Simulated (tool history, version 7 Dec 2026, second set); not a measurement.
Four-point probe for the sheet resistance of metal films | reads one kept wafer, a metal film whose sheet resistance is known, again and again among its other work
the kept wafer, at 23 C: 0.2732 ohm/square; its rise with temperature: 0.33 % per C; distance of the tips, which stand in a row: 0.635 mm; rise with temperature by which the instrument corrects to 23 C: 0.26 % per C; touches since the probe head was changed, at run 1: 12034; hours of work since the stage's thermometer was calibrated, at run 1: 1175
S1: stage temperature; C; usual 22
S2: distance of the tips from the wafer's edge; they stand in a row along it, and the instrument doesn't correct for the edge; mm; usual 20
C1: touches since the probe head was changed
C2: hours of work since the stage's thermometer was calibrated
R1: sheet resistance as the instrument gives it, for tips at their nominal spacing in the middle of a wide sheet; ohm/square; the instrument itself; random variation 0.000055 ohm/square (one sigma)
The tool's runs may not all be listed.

run	day	S1	S2	C1	C2	R1
1	0.000	22	20	12034	1175	0.272106
2	0.800	29	20	12285	1183	0.273499
3	1.988	29	20	12658	1195	0.273524
4	2.958	22	20	12962	1205	0.272039
5	3.950	22	20	13274	1216	0.271969
6	4.842	24	20	13554	1225	0.272400
7	6.479	22	20	14067	1242	0.272146
8	7.971	22	20	14534	1257	0.272100
9	9.583	22	36	15041	1274	0.271883
10	10.767	22	17	15412	1286	0.272153
11	12.192	22	17	15859	1300	0.272021
12	12.962	22	17	16101	1308	0.271991
13	14.221	22	17	16495	1321	0.272172
14	15.200	22	17	16802	1331	0.272036
15	16.471	22	72	17201	1345	0.271942
16	17.592	35	32	17553	1356	0.274455
17	18.712	35	18	17904	1368	0.274558
18	19.562	24	20	18171	1376	0.272302
19	21.092	19	35	18650	1392	0.271176
20	22.133	34	18	18978	1403	0.274281
21	23.254	24	57	19328	1414	0.272124
22	24.862	19	20	19833	1431	0.271328
23	26.154	19	20	20239	1444	0.271360
24	27.779	19	20	20748	1461	0.271338
25	28.725	18	4	21044	1471	0.274549
26	29.758	18	4	21369	1481	0.274592
27	31.062	18	4	21778	1495	0.274513
28	31.821	18	4	22016	1503	0.274460
29	32.612	24	4	22264	1511	0.275766

Forecast each of these 3 alternatives for the next run:
A	33.950	30	7	22685	1524	?
B	33.950	25	20	22685	1524	?
C	33.950	29	10	22685	1524	?

run	R1
A	0.274408
B	0.272470
C	0.273769
Without the tool's hidden state the same runs would have given:
run	R1
A	0.275702
B	0.273760
C	0.275061

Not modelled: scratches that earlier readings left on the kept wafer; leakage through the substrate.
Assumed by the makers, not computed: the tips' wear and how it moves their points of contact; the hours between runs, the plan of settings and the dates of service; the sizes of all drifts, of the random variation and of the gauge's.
